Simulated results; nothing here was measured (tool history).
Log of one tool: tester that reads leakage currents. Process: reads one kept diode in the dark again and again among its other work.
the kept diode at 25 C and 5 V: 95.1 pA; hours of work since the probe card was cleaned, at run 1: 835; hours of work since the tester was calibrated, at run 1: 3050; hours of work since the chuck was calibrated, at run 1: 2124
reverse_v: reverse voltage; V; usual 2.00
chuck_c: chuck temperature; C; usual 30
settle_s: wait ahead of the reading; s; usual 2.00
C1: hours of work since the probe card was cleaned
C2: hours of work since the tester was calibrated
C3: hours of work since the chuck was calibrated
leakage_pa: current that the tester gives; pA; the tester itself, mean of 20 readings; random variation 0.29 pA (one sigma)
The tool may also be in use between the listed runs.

run 1 hour=0.0 | reverse_v=2.00 chuck_c=30 settle_s=2.00 | C1=835 C2=3050 C3=2124 | leakage_pa=94.17
run 2 hour=84.9 | reverse_v=2.00 chuck_c=30 settle_s=2.00 | C1=897 C2=3111 C3=2186 | leakage_pa=94.65
run 3 hour=135.7 | reverse_v=2.00 chuck_c=30 settle_s=2.00 | C1=933 C2=3148 C3=2222 | leakage_pa=94.66
run 4 hour=238.0 | reverse_v=2.00 chuck_c=30 settle_s=2.00 | C1=1007 C2=3222 C3=2296 | leakage_pa=94.87
-- hour=325.6 chuck's temperature calibrated
run 5 hour=354.2 | reverse_v=2.00 chuck_c=25 settle_s=2.00 | C1=1089 C2=3304 C3=21 | leakage_pa=64.01
run 6 hour=444.4 | reverse_v=2.00 chuck_c=25 settle_s=2.00 | C1=1155 C2=3369 C3=86 | leakage_pa=63.74
run 7 hour=545.1 | reverse_v=2.00 chuck_c=25 settle_s=2.00 | C1=1227 C2=3442 C3=158 | leakage_pa=63.91
run 8 hour=649.6 | reverse_v=2.00 chuck_c=39 settle_s=2.00 | C1=1303 C2=3517 C3=234 | leakage_pa=184.31
run 9 hour=718.1 | reverse_v=2.00 chuck_c=30 settle_s=2.00 | C1=1352 C2=3567 C3=283 | leakage_pa=93.98
run 10 hour=799.0 | reverse_v=2.00 chuck_c=30 settle_s=2.00 | C1=1410 C2=3625 C3=341 | leakage_pa=94.88
run 11 hour=857.4 | reverse_v=2.00 chuck_c=30 settle_s=2.00 | C1=1452 C2=3667 C3=384 | leakage_pa=94.50
run 12 hour=970.2 | reverse_v=2.00 chuck_c=26 settle_s=2.00 | C1=1534 C2=3748 C3=465 | leakage_pa=69.76
run 13 hour=1088.0 | reverse_v=2.00 chuck_c=26 settle_s=2.00 | C1=1619 C2=3833 C3=550 | leakage_pa=69.04
-- hour=1140.1 tester calibrated
run 14 hour=1164.2 | reverse_v=2.00 chuck_c=26 settle_s=2.00 | C1=1672 C2=17 C3=603 | leakage_pa=69.20
run 15 hour=1281.1 | reverse_v=2.00 chuck_c=26 settle_s=2.00 | C1=1756 C2=102 C3=688 | leakage_pa=69.33
run 16 hour=1330.4 | reverse_v=2.00 chuck_c=26 settle_s=2.00 | C1=1792 C2=137 C3=723 | leakage_pa=69.16
run 17 hour=1411.8 | reverse_v=2.00 chuck_c=26 settle_s=2.00 | C1=1851 C2=196 C3=782 | leakage_pa=69.34
run 18 hour=1498.0 | reverse_v=2.00 chuck_c=26 settle_s=2.00 | C1=1913 C2=258 C3=844 | leakage_pa=69.34
-- hour=1566.1 probe card cleaned and baked
run 19 hour=1566.1 | reverse_v=8.74 chuck_c=30 settle_s=2.00 | C1=0 C2=305 C3=891 | leakage_pa=179.99
run 20 hour=1681.1 | reverse_v=2.00 chuck_c=30 settle_s=2.00 | C1=83 C2=388 C3=974 | leakage_pa=94.25
run 21 hour=1769.0 | reverse_v=2.00 chuck_c=30 settle_s=2.00 | C1=146 C2=451 C3=1037 | leakage_pa=94.45
run 22 hour=1885.6 | reverse_v=14.83 chuck_c=43 settle_s=7.09 | C1=230 C2=535 C3=1121 | leakage_pa=589.63
run 23 hour=2004.0 | reverse_v=14.83 chuck_c=43 settle_s=7.09 | C1=316 C2=621 C3=1207 | leakage_pa=591.24
run 24 hour=2115.3 | reverse_v=1.34 chuck_c=30 settle_s=8.11 | C1=396 C2=701 C3=1287 | leakage_pa=78.92
run 25 hour=2179.6 | reverse_v=6.24 chuck_c=30 settle_s=1.55 | C1=442 C2=747 C3=1333 | leakage_pa=156.07
run 26 hour=2248.9 | reverse_v=6.24 chuck_c=30 settle_s=1.55 | C1=492 C2=797 C3=1383 | leakage_pa=155.77
run 27 hour=2309.7 | reverse_v=3.10 chuck_c=31 settle_s=2.00 | C1=536 C2=841 C3=1427 | leakage_pa=124.17
run 28 hour=2371.8 | reverse_v=5.67 chuck_c=32 settle_s=2.95 | C1=581 C2=886 C3=1472 | leakage_pa=173.27
run 29 hour=2468.9 | reverse_v=2.00 chuck_c=40 settle_s=0.35 | C1=651 C2=956 C3=1542 | leakage_pa=199.18
run 30 hour=2588.4 | reverse_v=2.00 chuck_c=40 settle_s=0.35 | C1=737 C2=1042 C3=1628 | leakage_pa=198.97
run 31 hour=2693.1 | reverse_v=2.00 chuck_c=40 settle_s=0.35 | C1=813 C2=1118 C3=1704 | leakage_pa=199.36
run 32 hour=2755.2 | reverse_v=1.01 chuck_c=40 settle_s=0.35 | C1=858 C2=1163 C3=1748 | leakage_pa=148.55
run 33 hour=2827.8 | reverse_v=1.01 chuck_c=40 settle_s=0.35 | C1=910 C2=1215 C3=1801 | leakage_pa=147.25
run 34 hour=2940.4 | reverse_v=2.00 chuck_c=32 settle_s=2.00 | C1=991 C2=1296 C3=1882 | leakage_pa=110.01
run 35 hour=3025.8 | reverse_v=3.70 chuck_c=30 settle_s=2.00 | C1=1053 C2=1358 C3=1944 | leakage_pa=124.28
run 36 hour=3139.3 | reverse_v=4.47 chuck_c=60 settle_s=0.57 | C1=1135 C2=1440 C3=2026 | leakage_pa=1089.58
run 37 hour=3249.9 | reverse_v=4.47 chuck_c=60 settle_s=0.57 | C1=1214 C2=1519 C3=2105 | leakage_pa=1100.41
run 38 hour=3353.5 | reverse_v=4.47 chuck_c=60 settle_s=0.57 | C1=1289 C2=1594 C3=2180 | leakage_pa=1094.59
run 39 hour=3430.5 | reverse_v=4.47 chuck_c=60 settle_s=1.73 | C1=1344 C2=1650 C3=2235 | leakage_pa=1093.79

3 ways to go on from here, each from the tool as it stands after run 39. What would each give?
run A hour=3537.7 | reverse_v=1.84 chuck_c=42 settle_s=6.82 | C1=1422 C2=1727 C3=2313 | leakage_pa=?
run B hour=3537.7 | reverse_v=2.38 chuck_c=60 settle_s=0.44 | C1=1422 C2=1727 C3=2313 | leakage_pa=?
run C hour=3537.7 | reverse_v=2.00 chuck_c=30 settle_s=2.00 | C1=1422 C2=1727 C3=2313 | leakage_pa=?

run=A leakage_pa=220.66
run=B leakage_pa=830.22
run=C leakage_pa=94.36
Without the tool's hidden state the same runs would have given:
run=A leakage_pa=220.47
run=B leakage_pa=829.61
run=C leakage_pa=94.26
